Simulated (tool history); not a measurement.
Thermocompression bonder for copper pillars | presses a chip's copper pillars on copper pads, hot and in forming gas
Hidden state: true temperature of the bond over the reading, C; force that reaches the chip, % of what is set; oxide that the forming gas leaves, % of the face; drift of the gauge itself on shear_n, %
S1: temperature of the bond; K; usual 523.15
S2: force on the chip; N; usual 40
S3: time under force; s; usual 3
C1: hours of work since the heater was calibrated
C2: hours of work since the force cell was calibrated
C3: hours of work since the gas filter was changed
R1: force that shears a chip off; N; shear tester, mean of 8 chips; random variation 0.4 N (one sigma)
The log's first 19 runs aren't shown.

{"run": 20, "day": 34.862, "S1": 523.15, "S2": 40, "S3": 3, "C1": 152, "C2": 735, "C3": 70, "R1": 41.2}
{"run": 21, "day": 37.454, "S1": 523.15, "S2": 59, "S3": 3, "C1": 194, "C2": 778, "C3": 113, "R1": 48.4}
{"day": 37.688, "done": "forming gas filter changed"}
{"run": 22, "day": 39.529, "S1": 523.15, "S2": 41, "S3": 3, "C1": 228, "C2": 811, "C3": 30, "R1": 42.2}
{"day": 41.596, "done": "heater calibrated with a thermocouple chip, once more"}
{"run": 23, "day": 41.675, "S1": 496.15, "S2": 39, "S3": 2, "C1": 1, "C2": 845, "C3": 64, "R1": 27.7}
{"run": 24, "day": 43.525, "S1": 530.15, "S2": 33, "S3": 2, "C1": 32, "C2": 876, "C3": 95, "R1": 43.5}
{"day": 44.854, "done": "forming gas filter changed"}
{"run": 25, "day": 45.138, "S1": 530.15, "S2": 33, "S3": 3, "C1": 58, "C2": 902, "C3": 5, "R1": 50.7}
{"run": 26, "day": 46.762, "S1": 540.15, "S2": 40, "S3": 8, "C1": 85, "C2": 929, "C3": 31, "R1": 71.2}
{"run": 27, "day": 49.379, "S1": 523.15, "S2": 30, "S3": 3, "C1": 128, "C2": 972, "C3": 74, "R1": 42.3}
{"run": 28, "day": 51.433, "S1": 520.15, "S2": 40, "S3": 7, "C1": 161, "C2": 1006, "C3": 108, "R1": 57.6}
{"day": 51.938, "done": "forming gas filter changed"}
{"run": 29, "day": 54.042, "S1": 520.15, "S2": 40, "S3": 7, "C1": 204, "C2": 1048, "C3": 35, "R1": 60}
{"run": 30, "day": 56.004, "S1": 543.15, "S2": 40, "S3": 2, "C1": 236, "C2": 1080, "C3": 67, "R1": 53.9}
{"run": 31, "day": 58.475, "S1": 543.15, "S2": 40, "S3": 2, "C1": 277, "C2": 1121, "C3": 108, "R1": 53}
{"day": 58.962, "done": "forming gas filter changed"}
{"run": 32, "day": 60.508, "S1": 522.15, "S2": 41, "S3": 2, "C1": 310, "C2": 1154, "C3": 25, "R1": 42.7}
{"run": 33, "day": 62.812, "S1": 515.15, "S2": 55, "S3": 2, "C1": 348, "C2": 1192, "C3": 63, "R1": 43.9}
{"run": 34, "day": 64.921, "S1": 515.15, "S2": 55, "S3": 2, "C1": 383, "C2": 1227, "C3": 98, "R1": 42.3}
{"day": 66.038, "done": "forming gas filter changed"}
{"run": 35, "day": 66.188, "S1": 520.15, "S2": 53, "S3": 7, "C1": 403, "C2": 1247, "C3": 2, "R1": 65.1}
{"run": 36, "day": 67.8, "S1": 550.15, "S2": 40, "S3": 2, "C1": 430, "C2": 1274, "C3": 29, "R1": 58.6}
{"run": 37, "day": 69.396, "S1": 523.15, "S2": 27, "S3": 3, "C1": 456, "C2": 1300, "C3": 55, "R1": 39}

Run 38 comes next. What will it give?
{"run": 38, "day": 71.812, "S1": 523.15, "S2": 53, "S3": 3, "C1": 496, "C2": 1340, "C3": 95, "R1": "?"}

Run 38 gave R1 53 N.
Without the tool's hidden state the same run would have given R1 57.3 N.
